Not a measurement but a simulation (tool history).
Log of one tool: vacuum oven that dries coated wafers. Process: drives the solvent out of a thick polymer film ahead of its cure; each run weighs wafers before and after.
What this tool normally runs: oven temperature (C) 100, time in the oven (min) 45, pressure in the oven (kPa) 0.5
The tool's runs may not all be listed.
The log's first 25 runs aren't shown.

run	hour	oven temperature (C)	time in the oven (min)	pressure in the oven (kPa)	hours of work since the thermocouples were calibrated	hours of work since the vacuum gauge was cleaned of residue	solvent left in the film (%)
26	975.7	86	66	0.686	1559	849	1.85
27	1009.7	100	25	0.268	1577	867	1.9
28	1042.4	100	25	0.268	1595	885	1.94
29	1064.6	100	43	0.296	1607	896	0.49
30	1095.7	100	45	0.831	1624	913	0.6
31	1122.6	106	67	1.939	1638	928	0.52
# hour 1140.9: oven's thermocouples calibrated
32	1166.6	106	67	1.939	14	950	0.57
33	1188.7	94	67	1.939	26	962	1.38
34	1218.2	94	67	1.939	41	978	1.36

Here are 5 independent what-if runs from the current tool condition. What would each one return?
A	1259.8	110	81	1.939	64	1000	?
B	1259.8	90	45	0.5	64	1000	?
C	1259.8	110	39	1.717	64	1000	?
D	1259.8	110	24	0.47	64	1000	?
E	1259.8	94	26	0.283	64	1000	?

run	solvent left in the film (%)
A	0.49
B	3.11
C	0.53
D	0.83
E	4.63
What these runs would have given with no unlogged condition in the tool:
run	solvent left in the film (%)
A	0.43
B	3.03
C	0.47
D	0.78
E	4.58
